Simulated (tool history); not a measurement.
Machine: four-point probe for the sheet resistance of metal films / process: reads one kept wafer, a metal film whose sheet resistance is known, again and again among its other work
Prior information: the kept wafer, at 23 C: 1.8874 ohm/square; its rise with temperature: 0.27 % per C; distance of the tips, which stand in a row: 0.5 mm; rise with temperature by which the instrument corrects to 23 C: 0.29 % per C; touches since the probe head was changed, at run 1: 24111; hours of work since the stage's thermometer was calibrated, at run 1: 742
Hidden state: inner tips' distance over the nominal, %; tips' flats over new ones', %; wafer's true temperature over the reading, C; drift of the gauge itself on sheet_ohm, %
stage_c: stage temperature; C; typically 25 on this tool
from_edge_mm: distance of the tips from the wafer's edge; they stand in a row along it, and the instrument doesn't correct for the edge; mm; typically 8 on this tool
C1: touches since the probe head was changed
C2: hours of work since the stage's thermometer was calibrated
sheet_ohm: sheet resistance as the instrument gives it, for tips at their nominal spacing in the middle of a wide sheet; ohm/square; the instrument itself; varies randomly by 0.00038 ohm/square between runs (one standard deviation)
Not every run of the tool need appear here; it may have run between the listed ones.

Run 1, hour 0.0: usual settings; C1 24111; C2 742. Result: sheet_ohm 1.895486 ohm/square.
Run 2, hour 68.7: usual settings; C1 28020; C2 789. Result: sheet_ohm 1.894372 ohm/square.
Run 3, hour 113.0: usual settings; C1 30546; C2 820. Result: sheet_ohm 1.894249 ohm/square.
Run 4, hour 150.7: usual settings; C1 32694; C2 846. Result: sheet_ohm 1.893273 ohm/square.
Run 5, hour 189.2: usual settings; C1 34884; C2 872. Result: sheet_ohm 1.892635 ohm/square.
Run 6, hour 246.6: usual settings; C1 38151; C2 911. Result: sheet_ohm 1.892268 ohm/square.
At hour 250.8: stage's thermometer calibrated.
Run 7, hour 315.4: usual settings; C1 42043; C2 44. Result: sheet_ohm 1.891830 ohm/square.
Run 8, hour 376.2: usual settings but stage_c 29 C, from_edge_mm 46 mm; C1 45502; C2 86. Result: sheet_ohm 1.884227 ohm/square.
At hour 429.3: stage's thermometer calibrated, once more.
Run 9, hour 438.3: usual settings but stage_c 29 C, from_edge_mm 46 mm; C1 49011; C2 6. Result: sheet_ohm 1.883608 ohm/square.
Run 10, hour 476.6: usual settings but stage_c 29 C, from_edge_mm 46 mm; C1 51192; C2 32. Result: sheet_ohm 1.882456 ohm/square.
Run 11, hour 538.7: usual settings but stage_c 29 C, from_edge_mm 46 mm; C1 54724; C2 75. Result: sheet_ohm 1.881295 ohm/square.

5 options for the next run, each taken on its own from the tool as it stands now. Forecast them:
Run A, hour 589.0: usual settings but stage_c 21 C, from_edge_mm 35 mm; C1 57589; C2 109. Result: sheet_ohm ?.
Run B, hour 589.0: usual settings but stage_c 21 C, from_edge_mm 53 mm; C1 57589; C2 109. Result: sheet_ohm ?.
Run C, hour 589.0: usual settings but stage_c 19 C, from_edge_mm 3 mm; C1 57589; C2 109. Result: sheet_ohm ?.
Run D, hour 589.0: usual settings but stage_c 24 C, from_edge_mm 46 mm; C1 57589; C2 109. Result: sheet_ohm ?.
Run E, hour 589.0: usual settings but stage_c 32 C; C1 57589; C2 109. Result: sheet_ohm ?.

run  sheet_ohm
  A   1.884317
  B   1.884276
  C   1.912686
  D   1.882673
  E   1.883040
Take away the tool's hidden state, keep each run's random variation, and the runs would have read:
run  sheet_ohm
  A   1.888510
  B   1.888470
  C   1.916937
  D   1.886864
  E   1.887235

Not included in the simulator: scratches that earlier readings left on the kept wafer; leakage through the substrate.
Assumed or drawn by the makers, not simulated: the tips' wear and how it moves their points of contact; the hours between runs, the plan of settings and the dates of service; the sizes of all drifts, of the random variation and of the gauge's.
